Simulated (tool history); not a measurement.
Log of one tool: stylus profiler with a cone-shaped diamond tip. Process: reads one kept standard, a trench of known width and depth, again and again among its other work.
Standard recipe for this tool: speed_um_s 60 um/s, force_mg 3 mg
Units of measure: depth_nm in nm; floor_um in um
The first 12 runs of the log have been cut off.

| run | day | speed_um_s | force_mg | scans with this tip | hours of work since the height scale was calibrated | depth_nm | floor_um |
|---|---|---|---|---|---|---|---|
| 13 | 9.588 | 174 | 3 | 7452 | 965 | 100.95 | 28.04 |
| 14 | 10.804 | 60 | 3 | 7621 | 987 | 100.96 | 28.43 |
| 15 | 11.562 | 60 | 3 | 7727 | 1001 | 100.98 | 28.43 |
| 16 | 12.379 | 60 | 3 | 7841 | 1016 | 100.96 | 28.43 |
| 17 | 13.608 | 60 | 7.07 | 8012 | 1038 | 101.57 | 28.47 |
| 18 | 14.388 | 60 | 3 | 8120 | 1052 | 100.96 | 28.46 |
| 19 | 15.617 | 60 | 3 | 8292 | 1074 | 100.98 | 28.39 |
| 20 | 16.133 | 60 | 3 | 8364 | 1083 | 100.98 | 28.39 |
| 21 | 16.996 | 60 | 3 | 8483 | 1099 | 100.94 | 28.41 |
|  | 18.229 | height scale calibrated on a step standard |
| 22 | 18.229 | 83 | 2.04 | 8653 | 0 | 100.66 | 28.27 |
| 23 | 19.058 | 29 | 6.88 | 8768 | 15 | 101.41 | 28.5 |
| 24 | 19.921 | 16 | 2.48 | 8888 | 30 | 100.74 | 28.5 |
| 25 | 20.962 | 193 | 1.51 | 9033 | 49 | 100.55 | 27.68 |
| 26 | 21.8 | 203 | 2.16 | 9150 | 64 | 100.7 | 27.78 |
| 27 | 22.45 | 154 | 2.16 | 9240 | 76 | 100.68 | 28.02 |
| 28 | 23.008 | 233 | 1.45 | 9318 | 86 | 100.56 | 27.5 |
| 29 | 23.883 | 60 | 7.23 | 9440 | 102 | 101.47 | 28.51 |
| 30 | 25.012 | 60 | 7.23 | 9597 | 122 | 101.48 | 28.49 |
| 31 | 25.658 | 60 | 3 | 9687 | 134 | 100.84 | 28.36 |
| 32 | 26.217 | 60 | 2.1 | 9765 | 144 | 100.66 | 28.35 |
| 33 | 27.029 | 31 | 3.8 | 9878 | 159 | 100.99 | 28.52 |
| 34 | 28.017 | 29 | 8.95 | 10015 | 177 | 101.69 | 28.48 |
| 35 | 28.633 | 98 | 3 | 10102 | 188 | 100.84 | 28.26 |

Each row is a separate what-if for the run after 35, all from the same tool condition, not one after another. Results?
| A | 29.688 | 123 | 1.25 | 10248 | 207 | ? | ? |
| B | 29.688 | 23 | 1.29 | 10248 | 207 | ? | ? |
| C | 29.688 | 18 | 1.39 | 10248 | 207 | ? | ? |
| D | 29.688 | 31 | 3 | 10248 | 207 | ? | ? |

| run | depth_nm | floor_um |
|---|---|---|
| A | 100.52 | 27.92 |
| B | 100.51 | 28.46 |
| C | 100.52 | 28.48 |
| D | 100.86 | 28.47 |
Take away the tool's hidden state, keep each run's random variation, and the runs would have read:
| run | depth_nm | floor_um |
|---|---|---|
| A | 100.45 | 28.08 |
| B | 100.44 | 28.62 |
| C | 100.45 | 28.64 |
| D | 100.79 | 28.63 |
